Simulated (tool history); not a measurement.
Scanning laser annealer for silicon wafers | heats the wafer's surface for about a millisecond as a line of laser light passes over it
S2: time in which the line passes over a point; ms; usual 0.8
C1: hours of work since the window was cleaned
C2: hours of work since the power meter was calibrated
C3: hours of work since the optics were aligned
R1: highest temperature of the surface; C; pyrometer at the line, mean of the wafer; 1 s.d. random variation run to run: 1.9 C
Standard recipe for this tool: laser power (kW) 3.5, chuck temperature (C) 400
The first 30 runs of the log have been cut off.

run 31 hour=320.4 | laser_power_(kW)=3.161 S2=0.996 chuck_temperature_(C)=433 | C1=77 C2=305 C3=114 | R1=1150
run 32 hour=331.7 | laser_power_(kW)=3.78 S2=0.607 chuck_temperature_(C)=407 | C1=82 C2=311 C3=120 | R1=1094
run 33 hour=344.4 | laser_power_(kW)=2.987 S2=0.603 chuck_temperature_(C)=400 | C1=88 C2=317 C3=126 | R1=911
run 34 hour=359.2 | laser_power_(kW)=3.33 S2=0.603 chuck_temperature_(C)=427 | C1=95 C2=324 C3=133 | R1=1011
run 35 hour=365.8 | laser_power_(kW)=3.5 S2=0.657 chuck_temperature_(C)=383 | C1=98 C2=327 C3=136 | R1=1031
run 36 hour=376.5 | laser_power_(kW)=3.5 S2=0.657 chuck_temperature_(C)=383 | C1=104 C2=332 C3=141 | R1=1032
run 37 hour=387 | laser_power_(kW)=3.764 S2=0.73 chuck_temperature_(C)=418 | C1=109 C2=337 C3=146 | R1=1173
run 38 hour=396.4 | laser_power_(kW)=3.5 S2=0.84 chuck_temperature_(C)=435 | C1=113 C2=342 C3=151 | R1=1172
run 39 hour=404.5 | laser_power_(kW)=3.511 S2=0.8 chuck_temperature_(C)=393 | C1=117 C2=346 C3=155 | R1=1116
run 40 hour=419.1 | laser_power_(kW)=3.733 S2=0.8 chuck_temperature_(C)=371 | C1=124 C2=353 C3=162 | R1=1147

Below are 4 alternative next runs, each starting from the tool's condition after run 40. Predict each:
run A hour=425.4 | laser_power_(kW)=3.443 S2=0.643 chuck_temperature_(C)=371 | C1=127 C2=356 C3=165 | R1=?
run B hour=425.4 | laser_power_(kW)=3.277 S2=0.785 chuck_temperature_(C)=371 | C1=127 C2=356 C3=165 | R1=?
run C hour=425.4 | laser_power_(kW)=3.5 S2=0.8 chuck_temperature_(C)=406 | C1=127 C2=356 C3=165 | R1=?
run D hour=425.4 | laser_power_(kW)=3.81 S2=0.8 chuck_temperature_(C)=400 | C1=127 C2=356 C3=165 | R1=?

run=A R1=998
run=B R1=1030
run=C R1=1128
run=D R1=1204
Had the tool no hidden state, the same runs would have come out as:
run=A R1=1007
run=B R1=1039
run=C R1=1139
run=D R1=1216
